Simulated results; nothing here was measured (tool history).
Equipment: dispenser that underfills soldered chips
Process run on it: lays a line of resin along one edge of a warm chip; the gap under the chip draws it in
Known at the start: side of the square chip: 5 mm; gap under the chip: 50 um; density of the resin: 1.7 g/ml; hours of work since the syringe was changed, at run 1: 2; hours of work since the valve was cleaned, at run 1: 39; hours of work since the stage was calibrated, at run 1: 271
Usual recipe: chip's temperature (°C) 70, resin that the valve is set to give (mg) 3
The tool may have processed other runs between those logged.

run	hour	chip's temperature (°C)	resin that the valve is set to give (mg)	hours of work since the syringe was changed	hours of work since the valve was cleaned	hours of work since the stage was calibrated	time until the resin shows at the far edge (s)	resin that the valve gave (mg)
1	0	70	3	2	39	271	28.7	2.91
# hour 6.2: new syringe of resin
2	9.1	70	3	2	45	277	27.6	2.88
3	13.2	70	3	5	48	280	30.7	2.88
# hour 15.6: new syringe of resin
4	21.6	70	2.67	4	53	286	30.8	2.54
# hour 25.2: new syringe of resin
5	26.2	63	3	1	56	289	35.8	2.87
6	30.4	63	3	4	59	292	39.1	2.87
# hour 34.5: new syringe of resin
7	34.8	63	3	0	62	295	35.6	2.86
8	41.9	63	3	5	67	300	41.8	2.86
# hour 43.6: new syringe of resin
9	47.9	63	3	3	71	304	37.9	2.83
# hour 52.8: new syringe of resin
10	52.8	63	3	0	74	307	35.5	2.8
# hour 58.9: dispensing valve cleaned and set on the balance
11	61.4	70	3	5	2	312	30.4	2.97
# hour 63.2: new syringe of resin
12	70.7	70	3.04	5	8	319	31.4	3.03
# hour 72.4: new syringe of resin
13	78.5	79	3.47	4	13	324	19.7	3.44
# hour 81.5: new syringe of resin
14	87.3	83	2.9	4	19	330	17.8	2.85
# hour 90.8: new syringe of resin
15	93.5	83	2.9	2	24	334	16.4	2.84
# hour 99.9: new syringe of resin
16	99.9	66	3.22	0	28	339	30.5	3.16
17	105.2	66	3.22	4	32	342	34.6	3.14
# hour 108.7: new syringe of resin
18	112.2	66	3.22	2	36	347	33.2	3.11
# hour 117.9: new syringe of resin
19	120.7	70	3.36	2	42	353	26.6	3.23
# hour 127: new syringe of resin
20	130.2	70	3.51	2	49	359	28.3	3.35
# hour 136.5: new syringe of resin
21	138.7	65	3.85	2	54	365	32.1	3.65
22	144.8	73	3.38	6	59	369	26.4	3.2
# hour 145.7: new syringe of resin
# hour 155.1: new syringe of resin
23	155.2	65	2.74	0	65	376	33.9	2.57

Each row is a separate what-if for the run after 23, all from the same tool condition, not one after another. Results?
# hour 164.4: new syringe of resin
A	165.1	76	3.5	1	72	383	?	?
# hour 164.4: new syringe of resin
B	165.1	59	3	1	72	383	?	?
# hour 164.4: new syringe of resin
C	165.1	61	3	1	72	383	?	?

run	time until the resin shows at the far edge (s)	resin that the valve gave (mg)
A	20.8	3.23
B	41.9	2.78
C	38.3	2.81
What these runs would have given with no unlogged condition in the tool:
run	time until the resin shows at the far edge (s)	resin that the valve gave (mg)
A	21.2	3.47
B	42.4	2.98
C	38.8	3.02
